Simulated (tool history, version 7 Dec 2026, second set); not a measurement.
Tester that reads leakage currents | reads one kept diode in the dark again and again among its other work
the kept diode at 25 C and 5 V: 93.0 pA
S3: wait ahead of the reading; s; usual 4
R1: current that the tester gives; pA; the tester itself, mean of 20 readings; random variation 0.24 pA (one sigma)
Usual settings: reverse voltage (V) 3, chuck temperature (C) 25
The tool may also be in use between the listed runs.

{"run": 1, "day": 0.0, "reverse voltage (V)": 3, "chuck temperature (C)": 25, "S3": 4, "R1": 71.82}
{"run": 2, "day": 5.679, "reverse voltage (V)": 3, "chuck temperature (C)": 25, "S3": 4, "R1": 69.56}
{"run": 3, "day": 10.679, "reverse voltage (V)": 3, "chuck temperature (C)": 25, "S3": 4, "R1": 67.34}
{"run": 4, "day": 17.854, "reverse voltage (V)": 3, "chuck temperature (C)": 25, "S3": 4, "R1": 79.41}
{"run": 5, "day": 22.221, "reverse voltage (V)": 3, "chuck temperature (C)": 28, "S3": 4, "R1": 102.17}
{"run": 6, "day": 29.796, "reverse voltage (V)": 3, "chuck temperature (C)": 25, "S3": 4, "R1": 73.64}
{"run": 7, "day": 37.883, "reverse voltage (V)": 3.22, "chuck temperature (C)": 25, "S3": 4, "R1": 72.68}
{"run": 8, "day": 41.233, "reverse voltage (V)": 3.22, "chuck temperature (C)": 25, "S3": 4, "R1": 71.18}
{"run": 9, "day": 46.0, "reverse voltage (V)": 3.22, "chuck temperature (C)": 25, "S3": 4, "R1": 86.71}
{"run": 10, "day": 51.721, "reverse voltage (V)": 3.22, "chuck temperature (C)": 25, "S3": 4, "R1": 83.66}
{"run": 11, "day": 55.467, "reverse voltage (V)": 3, "chuck temperature (C)": 25, "S3": 4, "R1": 79.68}
{"run": 12, "day": 63.275, "reverse voltage (V)": 3, "chuck temperature (C)": 25, "S3": 4, "R1": 71.98}
{"run": 13, "day": 68.329, "reverse voltage (V)": 3, "chuck temperature (C)": 25, "S3": 4, "R1": 69.47}
{"run": 14, "day": 76.117, "reverse voltage (V)": 3, "chuck temperature (C)": 25, "S3": 4, "R1": 81.59}
{"run": 15, "day": 83.204, "reverse voltage (V)": 3, "chuck temperature (C)": 25, "S3": 4, "R1": 77.7}
{"run": 16, "day": 91.167, "reverse voltage (V)": 3, "chuck temperature (C)": 25, "S3": 4, "R1": 74.33}
{"run": 17, "day": 98.433, "reverse voltage (V)": 3, "chuck temperature (C)": 27, "S3": 1.73, "R1": 85.95}
{"run": 18, "day": 104.625, "reverse voltage (V)": 3, "chuck temperature (C)": 27, "S3": 1.73, "R1": 98.58}
{"run": 19, "day": 108.746, "reverse voltage (V)": 1.88, "chuck temperature (C)": 25, "S3": 0.67, "R1": 68.44}
{"run": 20, "day": 116.579, "reverse voltage (V)": 1.88, "chuck temperature (C)": 24, "S3": 2.6, "R1": 58.81}
{"run": 21, "day": 123.608, "reverse voltage (V)": 2.2, "chuck temperature (C)": 50, "S3": 1.27, "R1": 556.81}
{"run": 22, "day": 128.7, "reverse voltage (V)": 2.2, "chuck temperature (C)": 50, "S3": 1.27, "R1": 538.36}
{"run": 23, "day": 135.621, "reverse voltage (V)": 2.2, "chuck temperature (C)": 50, "S3": 1.27, "R1": 620.89}
{"run": 24, "day": 140.258, "reverse voltage (V)": 14.85, "chuck temperature (C)": 51, "S3": 1.59, "R1": 1257.1}
{"run": 25, "day": 147.238, "reverse voltage (V)": 4.7, "chuck temperature (C)": 21, "S3": 0.47, "R1": 61.33}
{"run": 26, "day": 153.392, "reverse voltage (V)": 4.7, "chuck temperature (C)": 21, "S3": 0.47, "R1": 59.41}
{"run": 27, "day": 160.029, "reverse voltage (V)": 14.1, "chuck temperature (C)": 33, "S3": 0.47, "R1": 252.01}
{"run": 28, "day": 167.962, "reverse voltage (V)": 1.08, "chuck temperature (C)": 36, "S3": 1.57, "R1": 147.22}
{"run": 29, "day": 175.658, "reverse voltage (V)": 11.47, "chuck temperature (C)": 20, "S3": 2.37, "R1": 81.27}
{"run": 30, "day": 179.517, "reverse voltage (V)": 11.47, "chuck temperature (C)": 20, "S3": 2.37, "R1": 80.05}
{"run": 31, "day": 183.658, "reverse voltage (V)": 4.82, "chuck temperature (C)": 25, "S3": 4.28, "R1": 84.3}
{"run": 32, "day": 191.992, "reverse voltage (V)": 4.82, "chuck temperature (C)": 25, "S3": 4.28, "R1": 97.88}

Taken out of this log: 10 entries between the listed runs. Where each belongs, and how the hidden state differs across it:
Between runs 3 and 4: chuck's temperature calibrated (day 16.112)
  stray current of the dirty probe card, pA a volt: 0.622 -> 0.779; current scale over the true one, %: 0.49 -> 0.59; true chuck temperature over the reading, C: -1.96 -> -0.25
  measured less the result without the state, R1: -11.19 -> +0.9 pA
Between runs 8 and 9: chuck's temperature calibrated (day 45.088)
  stray current of the dirty probe card, pA a volt: 1.291 -> 1.39; current scale over the true one, %: 0.89 -> 0.96; true chuck temperature over the reading, C: -2.01 -> 0.12
  measured less the result without the state, R1: -9.24 -> +6.16 pA
Between runs 11 and 12: probe card cleaned and baked (day 57.367)
  stray current of the dirty probe card, pA a volt: 1.609 -> 0.147; current scale over the true one, %: 1.08 -> 1.18; true chuck temperature over the reading, C: -0.58 -> -1.13
  measured less the result without the state, R1: +1.44 -> -6.73 pA
Between runs 13 and 14: chuck's temperature calibrated (day 74.379)
  stray current of the dirty probe card, pA a volt: 0.249 -> 0.434; current scale over the true one, %: 1.25 -> 1.36; true chuck temperature over the reading, C: -1.48 -> 0.09
  measured less the result without the state, R1: -8.69 -> +3.02 pA
Between runs 17 and 18: chuck's temperature calibrated (day 103.625)
  stray current of the dirty probe card, pA a volt: 0.918 -> 1.051; current scale over the true one, %: 1.67 -> 1.74; true chuck temperature over the reading, C: -1.57 -> -0.12
  measured less the result without the state, R1: -8.81 -> +3.75 pA
Between runs 20 and 21: tester calibrated (day 122.042)
  stray current of the dirty probe card, pA a volt: 1.31 -> 1.464; current scale over the true one, %: 1.9 -> -0.14; true chuck temperature over the reading, C: -1.02 -> -1.5
  measured less the result without the state, R1: -2.13 -> -69.33 pA
Between runs 22 and 23: chuck's temperature calibrated (day 132.85); probe card cleaned and baked (day 134.842)
  stray current of the dirty probe card, pA a volt: 1.568 -> 0.037; current scale over the true one, %: -0.07 -> 0.02; true chuck temperature over the reading, C: -1.9 -> -0.01
  measured less the result without the state, R1: -86.25 -> -0.52 pA
Between runs 27 and 28: chuck's temperature calibrated (day 162.208)
  stray current of the dirty probe card, pA a volt: 0.566 -> 0.725; current scale over the true one, %: 0.35 -> 0.44; true chuck temperature over the reading, C: -1.86 -> -0.42
  measured less the result without the state, R1: -34.19 -> -4.03 pA
Between runs 31 and 32: chuck's temperature calibrated (day 191.1)
  stray current of the dirty probe card, pA a volt: 1.055 -> 1.232; current scale over the true one, %: 0.65 -> 0.78; true chuck temperature over the reading, C: -1.66 -> -0.07
  measured less the result without the state, R1: -7.86 -> +5.98 pA
